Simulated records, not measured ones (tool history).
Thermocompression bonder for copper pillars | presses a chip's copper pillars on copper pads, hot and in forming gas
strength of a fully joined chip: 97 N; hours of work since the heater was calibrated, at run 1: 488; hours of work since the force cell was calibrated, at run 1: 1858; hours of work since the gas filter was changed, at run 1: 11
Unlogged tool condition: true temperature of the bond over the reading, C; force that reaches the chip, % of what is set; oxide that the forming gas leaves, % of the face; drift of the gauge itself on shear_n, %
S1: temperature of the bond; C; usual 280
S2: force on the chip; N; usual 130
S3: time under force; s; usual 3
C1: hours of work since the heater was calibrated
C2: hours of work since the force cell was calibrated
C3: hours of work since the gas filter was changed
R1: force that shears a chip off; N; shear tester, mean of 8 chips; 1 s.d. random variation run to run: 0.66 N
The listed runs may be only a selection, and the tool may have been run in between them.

run   hour   S1   S2  S3    C1    C2   C3    R1
  1      0  280  130   3   488  1858   11  53.7
  2   58.6  280  130   3   531  1901   54  54.1
  3  148.1  280  130   3   596  1966  119  51.7
  4  203.3  280  130   3   636  2006  159  51.4
     211.2  -- force cell calibrated
  5  297.7  280   81   3   704    63  227    40
  6  343.6  280   81   3   737    96  260  38.8
     368.9  -- forming gas filter changed
  7  426.6  280   80   3   797   156   42  41.6
  8  529.4  253   91   3   872   231  117  27.9
  9  584.1  253   91   3   912   271  156  28.3
 10  645.2  259  136   6   956   315  201  47.1
 11  733.1  259  136   6  1020   379  265  45.6
     746.4  -- forming gas filter changed
 12  822.4  280  130   4  1084   444   55    56
 13    889  280  130   4  1133   492  104  53.6
 14    954  280  130   4  1180   539  151  53.8

Here are 5 independent what-if runs from the current tool condition. What would each one return?
  A  1049.9  276   89   3  1250  609  221   ?
  B  1049.9  280  130   6  1250  609  221   ?
  C  1049.9  251   89   6  1250  609  221   ?
  D  1049.9  307  130   4  1250  609  221   ?
  E  1049.9  280  130   2  1250  609  221   ?

run    R1
  A  37.6
  B  57.5
  C    34
  D  66.5
  E  40.3
Had the tool no hidden state, the same runs would have come out as:
run    R1
  A  44.4
  B  66.7
  C  40.8
  D  75.8
  E  47.7
